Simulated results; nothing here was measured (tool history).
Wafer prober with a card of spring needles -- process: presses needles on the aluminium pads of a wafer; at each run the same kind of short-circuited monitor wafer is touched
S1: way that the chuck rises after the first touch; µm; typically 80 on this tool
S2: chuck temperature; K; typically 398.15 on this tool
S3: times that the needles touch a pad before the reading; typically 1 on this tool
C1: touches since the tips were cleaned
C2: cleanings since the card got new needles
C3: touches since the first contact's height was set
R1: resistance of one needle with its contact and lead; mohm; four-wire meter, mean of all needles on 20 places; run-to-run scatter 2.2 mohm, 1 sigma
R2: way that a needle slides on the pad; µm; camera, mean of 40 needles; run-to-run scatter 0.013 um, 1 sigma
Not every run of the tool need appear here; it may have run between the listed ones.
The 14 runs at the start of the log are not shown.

run	hour	S1	S2	S3	C1	C2	C3	R1	R2
# hour 112.1: height of the first contact set anew
15	114.7	85	398.15	1	5543	24	995	262	11.69
# hour 118.1: tips cleaned on abrasive film
16	119.5	85	398.15	1	534	25	2759	253	11.68
17	126.0	85	398.15	1	2980	25	5205	261	11.68
18	131.8	93	302.15	3	5148	25	7373	226	12.80
# hour 136.4: tips cleaned on abrasive film
19	143.2	93	302.15	3	2530	26	11605	225	12.77
20	148.9	82	335.15	2	4670	26	13745	241	11.25
# hour 154.7: tips cleaned on abrasive film
21	154.7	82	335.15	2	0	27	15891	230	11.26
22	163.1	82	335.15	2	3169	27	19060	239	11.23
23	171.1	75	398.15	2	6187	27	22078	257	10.29
# hour 172.9: tips cleaned on abrasive film
24	177.3	75	398.15	2	1640	28	24357	250	10.26
25	185.3	75	398.15	2	4638	28	27355	259	10.27
# hour 191.2: tips cleaned on abrasive film
26	195.0	75	398.15	2	1420	29	30951	249	10.28
27	200.5	89	355.15	1	3515	29	33046	246	12.18
28	206.5	64	305.15	1	5744	29	35275	266	8.76
# hour 209.3: tips cleaned on abrasive film
29	216.1	64	305.15	1	2538	30	38856	249	8.77
30	221.3	64	305.15	1	4496	30	40814	264	8.75
31	226.2	66	387.15	3	6341	30	42659	257	9.05
# hour 227.6: tips cleaned on abrasive film
32	231.4	83	301.15	1	1440	31	44574	235	11.38
33	239.1	83	301.15	1	4343	31	47477	246	11.37

Predict each of these 4 candidate next runs independently; none follows another, all start after run 33:
# hour 246.3: tips cleaned on abrasive film
A	248.4	83	347.15	2	779	32	50908	?	?
# hour 246.3: tips cleaned on abrasive film
B	248.4	92	303.15	2	779	32	50908	?	?
# hour 246.3: tips cleaned on abrasive film
C	248.4	84	301.15	1	779	32	50908	?	?
# hour 246.3: tips cleaned on abrasive film
D	248.4	68	318.15	1	779	32	50908	?	?

run	R1	R2
A	237	11.34
B	223	12.58
C	228	11.47
D	239	9.27
Had the tool no hidden state, the same runs would have come out as:
run	R1	R2
A	232	11.41
B	219	12.65
C	219	11.53
D	227	9.33

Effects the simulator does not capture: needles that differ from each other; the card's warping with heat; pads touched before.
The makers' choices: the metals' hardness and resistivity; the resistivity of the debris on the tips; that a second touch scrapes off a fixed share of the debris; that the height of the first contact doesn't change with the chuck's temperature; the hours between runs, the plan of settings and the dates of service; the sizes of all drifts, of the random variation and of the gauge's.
